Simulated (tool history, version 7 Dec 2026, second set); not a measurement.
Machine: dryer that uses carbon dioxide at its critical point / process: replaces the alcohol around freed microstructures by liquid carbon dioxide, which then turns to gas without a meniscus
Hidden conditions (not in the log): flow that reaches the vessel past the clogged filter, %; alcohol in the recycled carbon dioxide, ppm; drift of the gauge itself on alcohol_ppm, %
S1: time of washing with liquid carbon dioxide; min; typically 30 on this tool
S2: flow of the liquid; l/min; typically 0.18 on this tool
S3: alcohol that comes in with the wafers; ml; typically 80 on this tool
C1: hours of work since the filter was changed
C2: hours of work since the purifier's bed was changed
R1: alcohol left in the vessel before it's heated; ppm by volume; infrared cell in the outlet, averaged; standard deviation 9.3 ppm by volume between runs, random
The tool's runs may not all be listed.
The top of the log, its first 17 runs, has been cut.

At hour 750.4: purifier's bed changed.
Run 18, hour 805.4: usual settings but S1 23 min; C1 316; C2 38. Result: R1 3207 ppm by volume.
At hour 845.2: inlet filter changed.
Run 19, hour 858.8: usual settings but S3 37 ml; C1 10; C2 75. Result: R1 268 ppm by volume.
Run 20, hour 900.2: usual settings but S1 20 min, S2 0.271 l/min; C1 38; C2 104. Result: R1 515 ppm by volume.
Run 21, hour 956.3: usual settings but S3 37 ml; C1 78; C2 143. Result: R1 326 ppm by volume.
Run 22, hour 1020.1: usual settings but S1 31 min, S2 0.139 l/min; C1 122; C2 188. Result: R1 2031 ppm by volume.
Run 23, hour 1055.9: usual settings but S1 31 min, S2 0.139 l/min; C1 147; C2 213. Result: R1 2086 ppm by volume.
Run 24, hour 1119.3: usual settings but S1 48 min, S2 0.116 l/min, S3 54 ml; C1 192; C2 257. Result: R1 607 ppm by volume.
Run 25, hour 1154.8: usual settings but S1 28 min, S2 0.304 l/min, S3 54 ml; C1 216; C2 282. Result: R1 75 ppm by volume.
Run 26, hour 1216.5: usual settings but S1 28 min, S2 0.304 l/min, S3 54 ml; C1 260; C2 325. Result: R1 99 ppm by volume.
Run 27, hour 1271: usual settings but S1 36 min, S2 0.13 l/min, S3 69 ml; C1 298; C2 363. Result: R1 1922 ppm by volume.
Run 28, hour 1304.6: usual settings but S2 0.187 l/min, S3 45 ml; C1 321; C2 387. Result: R1 630 ppm by volume.
At hour 1339.5: inlet filter changed.
Run 29, hour 1339.5: usual settings but S2 0.187 l/min, S3 83 ml; C1 0; C2 410. Result: R1 480 ppm by volume.
Run 30, hour 1383.9: usual settings but S2 0.187 l/min, S3 83 ml; C1 31; C2 441. Result: R1 550 ppm by volume.
Run 31, hour 1413.3: usual settings but S2 0.111 l/min, S3 35 ml; C1 52; C2 462. Result: R1 1878 ppm by volume.
Run 32, hour 1464.5: usual settings but S2 0.111 l/min, S3 35 ml; C1 87; C2 498. Result: R1 1995 ppm by volume.
Run 33, hour 1504.2: usual settings but S2 0.291 l/min, S3 70 ml; C1 115; C2 526. Result: R1 93 ppm by volume.
Run 34, hour 1564: usual settings but S1 23 min; C1 157; C2 567. Result: R1 2396 ppm by volume.
Run 35, hour 1631.3: usual settings but S1 41 min, S2 0.157 l/min; C1 204; C2 614. Result: R1 487 ppm by volume.
Run 36, hour 1684: usual settings but S1 41 min, S2 0.157 l/min; C1 241; C2 651. Result: R1 549 ppm by volume.

Forecast each of these 4 alternatives for the next run:
Run A, hour 1737.3: usual settings but S1 36 min, S3 117 ml; C1 278; C2 689. Result: R1 ?.
Run B, hour 1737.3: usual settings but S1 41 min, S2 0.157 l/min, S3 62 ml; C1 278; C2 689. Result: R1 ?.
Run C, hour 1737.3: usual settings but S1 35 min, S2 0.133 l/min, S3 22 ml; C1 278; C2 689. Result: R1 ?.
Run D, hour 1737.3: usual settings but S1 41 min, S2 0.137 l/min, S3 86 ml; C1 278; C2 689. Result: R1 ?.

run    R1
  A   769
  B   480
  C   676
  D  1171
Take away the tool's hidden state, keep each run's random variation, and the runs would have read:
run   R1
  A  285
  B  163
  C  318
  D  514
